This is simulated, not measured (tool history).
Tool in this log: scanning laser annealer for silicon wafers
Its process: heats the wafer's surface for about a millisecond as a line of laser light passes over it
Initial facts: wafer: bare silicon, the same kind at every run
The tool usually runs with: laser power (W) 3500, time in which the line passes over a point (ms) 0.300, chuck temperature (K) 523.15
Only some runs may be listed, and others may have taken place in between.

| run | hour | laser power (W) | time in which the line passes over a point (ms) | chuck temperature (K) | highest temperature of the surface (K) |
|---|---|---|---|---|---|
| 1 | 0.0 | 3500 | 0.300 | 523.15 | 1250.15 |
| 2 | 74.9 | 3404 | 0.300 | 523.15 | 1228.15 |
| 3 | 139.0 | 3500 | 0.300 | 523.15 | 1248.15 |
|  | 171.7 | optics aligned, line set to its width |
| 4 | 203.7 | 3500 | 0.300 | 523.15 | 1251.15 |
| 5 | 244.9 | 3500 | 0.300 | 523.15 | 1249.15 |
| 6 | 290.3 | 3500 | 0.300 | 523.15 | 1251.15 |
| 7 | 329.1 | 3500 | 0.300 | 523.15 | 1254.15 |
| 8 | 380.0 | 3500 | 0.300 | 523.15 | 1250.15 |
| 9 | 434.5 | 3500 | 0.300 | 523.15 | 1250.15 |
|  | 471.6 | window over the wafer cleaned |
| 10 | 507.2 | 3500 | 0.300 | 523.15 | 1247.15 |
| 11 | 557.9 | 3500 | 0.300 | 523.15 | 1248.15 |
| 12 | 631.7 | 3500 | 0.300 | 523.15 | 1253.15 |
| 13 | 685.2 | 3500 | 0.300 | 525.15 | 1250.15 |
| 14 | 748.0 | 3500 | 0.300 | 523.15 | 1249.15 |
| 15 | 823.4 | 3500 | 0.300 | 523.15 | 1250.15 |
| 16 | 887.7 | 3500 | 0.300 | 523.15 | 1249.15 |
| 17 | 940.5 | 3500 | 0.300 | 523.15 | 1252.15 |
| 18 | 990.9 | 3500 | 0.300 | 523.15 | 1249.15 |
| 19 | 1051.0 | 3500 | 0.300 | 523.15 | 1249.15 |
| 20 | 1110.2 | 3500 | 0.300 | 523.15 | 1251.15 |
| 21 | 1159.7 | 3387 | 0.272 | 550.15 | 1213.15 |
| 22 | 1230.7 | 3159 | 0.212 | 503.15 | 1040.15 |
| 23 | 1301.7 | 3422 | 0.351 | 556.15 | 1326.15 |
|  | 1318.0 | window over the wafer cleaned |
| 24 | 1372.1 | 3656 | 0.285 | 523.15 | 1268.15 |
| 25 | 1429.4 | 3755 | 0.341 | 532.15 | 1380.15 |
| 26 | 1487.2 | 3755 | 0.341 | 532.15 | 1377.15 |
| 27 | 1547.2 | 3307 | 0.222 | 523.15 | 1099.15 |

What will run 28 give?
| 28 | 1605.3 | 3728 | 0.242 | 561.15 | ? |

highest temperature of the surface (K): 1261.15
Were there no unlogged condition in the tool, this run, its random variation unchanged, would have produced highest temperature of the surface (K) 1262.15.

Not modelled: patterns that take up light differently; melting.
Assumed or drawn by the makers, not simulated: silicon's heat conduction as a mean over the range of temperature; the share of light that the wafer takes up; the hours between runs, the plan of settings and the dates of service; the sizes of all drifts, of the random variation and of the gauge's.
